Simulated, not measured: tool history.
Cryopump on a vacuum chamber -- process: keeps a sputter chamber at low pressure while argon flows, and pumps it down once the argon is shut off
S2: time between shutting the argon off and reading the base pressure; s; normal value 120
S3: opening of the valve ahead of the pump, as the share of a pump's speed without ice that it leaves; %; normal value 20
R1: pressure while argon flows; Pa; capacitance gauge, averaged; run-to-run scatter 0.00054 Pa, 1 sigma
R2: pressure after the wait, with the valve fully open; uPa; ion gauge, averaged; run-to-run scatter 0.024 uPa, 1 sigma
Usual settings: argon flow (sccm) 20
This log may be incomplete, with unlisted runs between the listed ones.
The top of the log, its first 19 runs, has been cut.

run 20 day=10.658 | argon_flow_(sccm)=17 S2=72 S3=30 | R1=0.0581 R2=2.16
run 21 day=11.096 | argon_flow_(sccm)=17 S2=72 S3=30 | R1=0.0574 R2=2.28
run 22 day=11.817 | argon_flow_(sccm)=15 S2=202 S3=23 | R1=0.0649 R2=1.52
run 23 day=12.308 | argon_flow_(sccm)=15 S2=202 S3=23 | R1=0.0655 R2=1.56
run 24 day=12.696 | argon_flow_(sccm)=18 S2=120 S3=26 | R1=0.0697 R2=1.84
run 25 day=13.225 | argon_flow_(sccm)=20 S2=22 S3=17 | R1=0.1180 R2=4.63
run 26 day=13.783 | argon_flow_(sccm)=25 S2=22 S3=17 | R1=0.1477 R2=4.85
run 27 day=14.092 | argon_flow_(sccm)=25 S2=22 S3=17 | R1=0.1467 R2=4.77
run 28 day=14.654 | argon_flow_(sccm)=25 S2=22 S3=17 | R1=0.1451 R2=4.85
run 29 day=15.038 | argon_flow_(sccm)=11 S2=54 S3=20 | R1=0.0554 R2=2.70
run 30 day=15.562 | argon_flow_(sccm)=9 S2=84 S3=22 | R1=0.0420 R2=2.17
run 31 day=16.121 | argon_flow_(sccm)=9 S2=84 S3=22 | R1=0.0417 R2=2.14
run 32 day=16.725 | argon_flow_(sccm)=15 S2=70 S3=27 | R1=0.0561 R2=2.36
run 33 day=17.208 | argon_flow_(sccm)=9 S2=40 S3=51 | R1=0.0185 R2=3.23
run 34 day=17.625 | argon_flow_(sccm)=9 S2=40 S3=51 | R1=0.0184 R2=3.20

Consider 4 possible next runs. They are alternatives, not a sequence: every one starts from the tool as it was left by run 34. What does each give?
run A day=18.000 | argon_flow_(sccm)=13 S2=44 S3=18 | R1=? R2=?
run B day=18.000 | argon_flow_(sccm)=12 S2=40 S3=51 | R1=? R2=?
run C day=18.000 | argon_flow_(sccm)=31 S2=165 S3=16 | R1=? R2=?
run D day=18.000 | argon_flow_(sccm)=9 S2=245 S3=24 | R1=? R2=?

run=A R1=0.0741 R2=2.99
run=B R1=0.0246 R2=3.29
run=C R1=0.1936 R2=1.77
run=D R1=0.0376 R2=1.61
With no hidden state in the tool, these same runs would have given:
run=A R1=0.0723 R2=1.94
run=B R1=0.0229 R2=2.21
run=C R1=0.1892 R2=0.68
run=D R1=0.0363 R2=0.52

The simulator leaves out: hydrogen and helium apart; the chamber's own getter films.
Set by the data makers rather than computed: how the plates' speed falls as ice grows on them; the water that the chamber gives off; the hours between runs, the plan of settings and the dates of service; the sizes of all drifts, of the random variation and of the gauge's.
